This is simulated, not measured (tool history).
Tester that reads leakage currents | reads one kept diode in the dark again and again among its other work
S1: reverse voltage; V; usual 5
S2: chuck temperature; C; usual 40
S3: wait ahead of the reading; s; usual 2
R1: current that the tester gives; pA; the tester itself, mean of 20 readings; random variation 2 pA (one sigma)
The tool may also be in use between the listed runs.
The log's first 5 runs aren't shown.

| run | day | S1 | S2 | S3 | R1 |
|---|---|---|---|---|---|
| 6 | 7.546 | 8.71 | 40 | 2 | 795.37 |
| 7 | 8.446 | 5 | 46 | 2 | 1031.64 |
| 8 | 9.996 | 5 | 46 | 2 | 1021.54 |
| 9 | 10.925 | 5 | 46 | 9.21 | 1023.54 |
| 10 | 12.196 | 5 | 46 | 9.21 | 1025.49 |
| 11 | 13.854 | 5 | 46 | 9.21 | 1021.21 |
| 12 | 15.633 | 5 | 21 | 9.21 | 104.95 |
| 13 | 16.392 | 5 | 21 | 9.21 | 105.41 |
| 14 | 17.796 | 5 | 40 | 2 | 605.39 |
| 15 | 19.375 | 5 | 59 | 2 | 2880.44 |
| 16 | 20.154 | 4.71 | 59 | 2 | 2815.56 |
| 17 | 21.558 | 1.78 | 40 | 2 | 378.22 |
| 18 | 22.562 | 5 | 40 | 2 | 601.43 |
| 19 | 23.35 | 5 | 40 | 2 | 600.75 |
| 20 | 24.596 | 5 | 40 | 2 | 598.81 |
| 21 | 25.612 | 1.3 | 40 | 2 | 325.3 |

Forecast run 22:
| 22 | 26.929 | 4.65 | 47 | 2.59 | ? |

{"run 22": {"R1": 1048.1}}
Without the tool's hidden state the same run would have given R1 1149.32 pA.

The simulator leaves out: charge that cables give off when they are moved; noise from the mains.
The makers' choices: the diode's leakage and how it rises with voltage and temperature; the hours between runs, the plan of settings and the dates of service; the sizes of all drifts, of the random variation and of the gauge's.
